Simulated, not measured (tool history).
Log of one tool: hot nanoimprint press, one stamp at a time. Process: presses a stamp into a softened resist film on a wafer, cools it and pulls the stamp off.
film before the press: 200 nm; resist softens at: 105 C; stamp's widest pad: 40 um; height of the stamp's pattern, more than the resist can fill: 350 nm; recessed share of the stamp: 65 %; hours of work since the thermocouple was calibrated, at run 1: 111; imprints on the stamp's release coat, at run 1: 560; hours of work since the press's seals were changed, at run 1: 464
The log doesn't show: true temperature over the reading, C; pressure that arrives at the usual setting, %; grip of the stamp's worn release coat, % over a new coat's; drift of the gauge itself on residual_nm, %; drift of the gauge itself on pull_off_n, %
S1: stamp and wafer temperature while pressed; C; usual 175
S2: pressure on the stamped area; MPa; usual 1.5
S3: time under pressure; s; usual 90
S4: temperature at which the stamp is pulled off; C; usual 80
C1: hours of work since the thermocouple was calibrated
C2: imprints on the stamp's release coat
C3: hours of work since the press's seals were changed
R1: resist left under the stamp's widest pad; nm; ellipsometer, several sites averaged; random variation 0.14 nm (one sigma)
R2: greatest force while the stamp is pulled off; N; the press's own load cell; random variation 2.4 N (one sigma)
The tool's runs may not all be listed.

{"run": 1, "hour": 0.0, "S1": 175, "S2": 1.5, "S3": 90, "S4": 80, "C1": 111, "C2": 560, "C3": 464, "R1": 111.8, "R2": 177}
{"run": 2, "hour": 40.1, "S1": 175, "S2": 1.5, "S3": 47, "S4": 80, "C1": 138, "C2": 694, "C3": 491, "R1": 132.8, "R2": 174}
{"hour": 55.3, "done": "stamp cleaned and given a new release coat"}
{"run": 3, "hour": 98.0, "S1": 175, "S2": 1.5, "S3": 47, "S4": 80, "C1": 172, "C2": 143, "C3": 525, "R1": 132.7, "R2": 174}
{"run": 4, "hour": 133.8, "S1": 175, "S2": 1.5, "S3": 47, "S4": 80, "C1": 196, "C2": 263, "C3": 549, "R1": 132.9, "R2": 169}
{"run": 5, "hour": 175.3, "S1": 175, "S2": 1.5, "S3": 47, "S4": 80, "C1": 223, "C2": 402, "C3": 577, "R1": 132.7, "R2": 172}
{"run": 6, "hour": 220.0, "S1": 175, "S2": 1.5, "S3": 47, "S4": 80, "C1": 253, "C2": 551, "C3": 606, "R1": 132.6, "R2": 175}
{"hour": 235.3, "done": "plate thermocouple calibrated"}
{"hour": 280.5, "done": "stamp cleaned and given a new release coat"}
{"run": 7, "hour": 299.6, "S1": 175, "S2": 1.5, "S3": 47, "S4": 80, "C1": 39, "C2": 64, "C3": 653, "R1": 132.7, "R2": 171}
{"run": 8, "hour": 355.9, "S1": 175, "S2": 1.5, "S3": 47, "S4": 80, "C1": 76, "C2": 252, "C3": 690, "R1": 132.5, "R2": 174}
{"run": 9, "hour": 415.1, "S1": 175, "S2": 1.5, "S3": 90, "S4": 85, "C1": 115, "C2": 450, "C3": 730, "R1": 111.3, "R2": 152}
{"run": 10, "hour": 446.4, "S1": 175, "S2": 1.5, "S3": 90, "S4": 85, "C1": 136, "C2": 555, "C3": 750, "R1": 111.4, "R2": 151}
{"hour": 503.7, "done": "stamp cleaned and given a new release coat"}
{"run": 11, "hour": 522.0, "S1": 175, "S2": 1.5, "S3": 90, "S4": 85, "C1": 182, "C2": 62, "C3": 797, "R1": 111.2, "R2": 149}
{"run": 12, "hour": 574.0, "S1": 175, "S2": 1.5, "S3": 90, "S4": 85, "C1": 217, "C2": 236, "C3": 831, "R1": 111.2, "R2": 150}
{"run": 13, "hour": 603.9, "S1": 175, "S2": 1.5, "S3": 51, "S4": 85, "C1": 237, "C2": 336, "C3": 851, "R1": 129.7, "R2": 151}
{"run": 14, "hour": 633.0, "S1": 176, "S2": 1.5, "S3": 90, "S4": 80, "C1": 256, "C2": 433, "C3": 870, "R1": 108.1, "R2": 171}
{"hour": 647.5, "done": "plate thermocouple calibrated"}
{"run": 15, "hour": 701.9, "S1": 165, "S2": 1.5, "S3": 116, "S4": 80, "C1": 36, "C2": 654, "C3": 914, "R1": 138.9, "R2": 174}

Forecast run 16:
{"hour": 726.0, "done": "stamp cleaned and given a new release coat"}
{"run": 16, "hour": 746.0, "S1": 165, "S2": 1.5, "S3": 116, "S4": 80, "C1": 61, "C2": 67, "C3": 939, "R1": "?", "R2": "?"}

R1: 139.0 nm
R2: 173 N
Without the tool's hidden state the same run would have given R1 139.6 nm, R2 173 N.

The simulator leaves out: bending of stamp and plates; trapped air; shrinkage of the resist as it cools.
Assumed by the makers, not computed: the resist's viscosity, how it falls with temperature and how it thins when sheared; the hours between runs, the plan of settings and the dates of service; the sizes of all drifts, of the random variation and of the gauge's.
